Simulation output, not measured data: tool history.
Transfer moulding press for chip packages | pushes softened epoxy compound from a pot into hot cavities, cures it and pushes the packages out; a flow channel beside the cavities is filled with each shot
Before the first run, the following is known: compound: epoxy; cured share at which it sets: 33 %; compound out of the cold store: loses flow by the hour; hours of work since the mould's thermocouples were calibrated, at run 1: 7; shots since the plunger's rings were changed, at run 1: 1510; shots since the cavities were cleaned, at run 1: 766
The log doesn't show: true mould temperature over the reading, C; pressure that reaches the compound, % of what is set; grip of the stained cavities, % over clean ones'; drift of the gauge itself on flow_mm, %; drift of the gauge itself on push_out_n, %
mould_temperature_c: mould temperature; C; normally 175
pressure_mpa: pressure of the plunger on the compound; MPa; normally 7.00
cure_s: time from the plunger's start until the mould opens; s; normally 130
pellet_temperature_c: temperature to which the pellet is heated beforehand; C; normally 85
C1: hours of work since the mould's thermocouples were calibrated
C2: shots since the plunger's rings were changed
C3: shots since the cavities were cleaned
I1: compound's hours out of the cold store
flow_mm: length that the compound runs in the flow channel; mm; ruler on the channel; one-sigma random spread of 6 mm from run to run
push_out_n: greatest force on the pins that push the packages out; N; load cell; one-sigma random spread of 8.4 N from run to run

run 1 hour=0.0 | mould_temperature_c=175 pressure_mpa=7.00 cure_s=130 pellet_temperature_c=85 | C1=7 C2=1510 C3=766 | I1=19.9 | flow_mm=701 push_out_n=376
run 2 hour=7.5 | mould_temperature_c=175 pressure_mpa=7.00 cure_s=130 pellet_temperature_c=85 | C1=11 C2=1570 C3=826 | I1=20.6 | flow_mm=713 push_out_n=370
run 3 hour=14.0 | mould_temperature_c=175 pressure_mpa=7.00 cure_s=130 pellet_temperature_c=85 | C1=15 C2=1622 C3=878 | I1=39.2 | flow_mm=644 push_out_n=378
run 4 hour=23.6 | mould_temperature_c=175 pressure_mpa=7.00 cure_s=130 pellet_temperature_c=85 | C1=20 C2=1700 C3=956 | I1=28.4 | flow_mm=675 push_out_n=383
-- hour=29.1 cavities cleaned with cleaning compound and waxed
run 5 hour=32.8 | mould_temperature_c=175 pressure_mpa=6.94 cure_s=130 pellet_temperature_c=85 | C1=25 C2=1761 C3=29 | I1=26.2 | flow_mm=691 push_out_n=371
run 6 hour=42.2 | mould_temperature_c=175 pressure_mpa=7.00 cure_s=130 pellet_temperature_c=85 | C1=30 C2=1836 C3=104 | I1=47.4 | flow_mm=629 push_out_n=375
run 7 hour=47.3 | mould_temperature_c=175 pressure_mpa=7.00 cure_s=130 pellet_temperature_c=85 | C1=33 C2=1878 C3=146 | I1=45.9 | flow_mm=623 push_out_n=366
run 8 hour=52.2 | mould_temperature_c=175 pressure_mpa=7.00 cure_s=130 pellet_temperature_c=90 | C1=36 C2=1916 C3=184 | I1=10.1 | flow_mm=745 push_out_n=395
run 9 hour=60.0 | mould_temperature_c=175 pressure_mpa=7.00 cure_s=125 pellet_temperature_c=90 | C1=40 C2=1979 C3=247 | I1=37.0 | flow_mm=667 push_out_n=396
run 10 hour=67.0 | mould_temperature_c=175 pressure_mpa=7.00 cure_s=165 pellet_temperature_c=85 | C1=44 C2=2036 C3=304 | I1=22.0 | flow_mm=713 push_out_n=346
run 11 hour=71.8 | mould_temperature_c=175 pressure_mpa=7.00 cure_s=165 pellet_temperature_c=85 | C1=47 C2=2074 C3=342 | I1=19.3 | flow_mm=712 push_out_n=334
run 12 hour=76.1 | mould_temperature_c=175 pressure_mpa=7.00 cure_s=165 pellet_temperature_c=85 | C1=49 C2=2108 C3=376 | I1=34.5 | flow_mm=665 push_out_n=349
run 13 hour=81.0 | mould_temperature_c=175 pressure_mpa=5.32 cure_s=165 pellet_temperature_c=85 | C1=52 C2=2148 C3=416 | I1=38.6 | flow_mm=573 push_out_n=341
run 14 hour=88.5 | mould_temperature_c=175 pressure_mpa=7.00 cure_s=130 pellet_temperature_c=78 | C1=56 C2=2208 C3=476 | I1=38.4 | flow_mm=648 push_out_n=382
run 15 hour=94.6 | mould_temperature_c=175 pressure_mpa=7.00 cure_s=130 pellet_temperature_c=78 | C1=60 C2=2257 C3=525 | I1=34.6 | flow_mm=670 push_out_n=374
run 16 hour=100.6 | mould_temperature_c=179 pressure_mpa=5.57 cure_s=121 pellet_temperature_c=82 | C1=63 C2=2305 C3=573 | I1=35.4 | flow_mm=579 push_out_n=357
run 17 hour=109.4 | mould_temperature_c=181 pressure_mpa=7.41 cure_s=121 pellet_temperature_c=82 | C1=68 C2=2375 C3=643 | I1=10.4 | flow_mm=752 push_out_n=360
run 18 hour=116.6 | mould_temperature_c=181 pressure_mpa=7.41 cure_s=121 pellet_temperature_c=82 | C1=72 C2=2433 C3=701 | I1=38.4 | flow_mm=663 push_out_n=352
run 19 hour=123.7 | mould_temperature_c=173 pressure_mpa=6.54 cure_s=130 pellet_temperature_c=85 | C1=76 C2=2490 C3=758 | I1=38.7 | flow_mm=629 push_out_n=397
run 20 hour=133.6 | mould_temperature_c=175 pressure_mpa=8.33 cure_s=130 pellet_temperature_c=81 | C1=82 C2=2569 C3=837 | I1=8.4 | flow_mm=818 push_out_n=388
run 21 hour=140.6 | mould_temperature_c=175 pressure_mpa=8.33 cure_s=130 pellet_temperature_c=81 | C1=86 C2=2626 C3=894 | I1=42.9 | flow_mm=702 push_out_n=381
run 22 hour=146.5 | mould_temperature_c=175 pressure_mpa=8.33 cure_s=130 pellet_temperature_c=81 | C1=89 C2=2673 C3=941 | I1=44.3 | flow_mm=688 push_out_n=365
-- hour=153.6 cavities cleaned with cleaning compound and waxed
run 23 hour=155.7 | mould_temperature_c=182 pressure_mpa=8.33 cure_s=111 pellet_temperature_c=92 | C1=94 C2=2734 C3=16 | I1=10.7 | flow_mm=803 push_out_n=339

Run 24 is up next; what results do you expect?
run 24 hour=162.3 | mould_temperature_c=177 pressure_mpa=6.44 cure_s=166 pellet_temperature_c=91 | C1=97 C2=2787 C3=69 | I1=23.6 | flow_mm=? push_out_n=?

Run 24 produced flow_mm 657 mm, push_out_n 344 N.
The same run, on a tool lacking any hidden state, would have yielded flow_mm 658 mm, push_out_n 343 N.
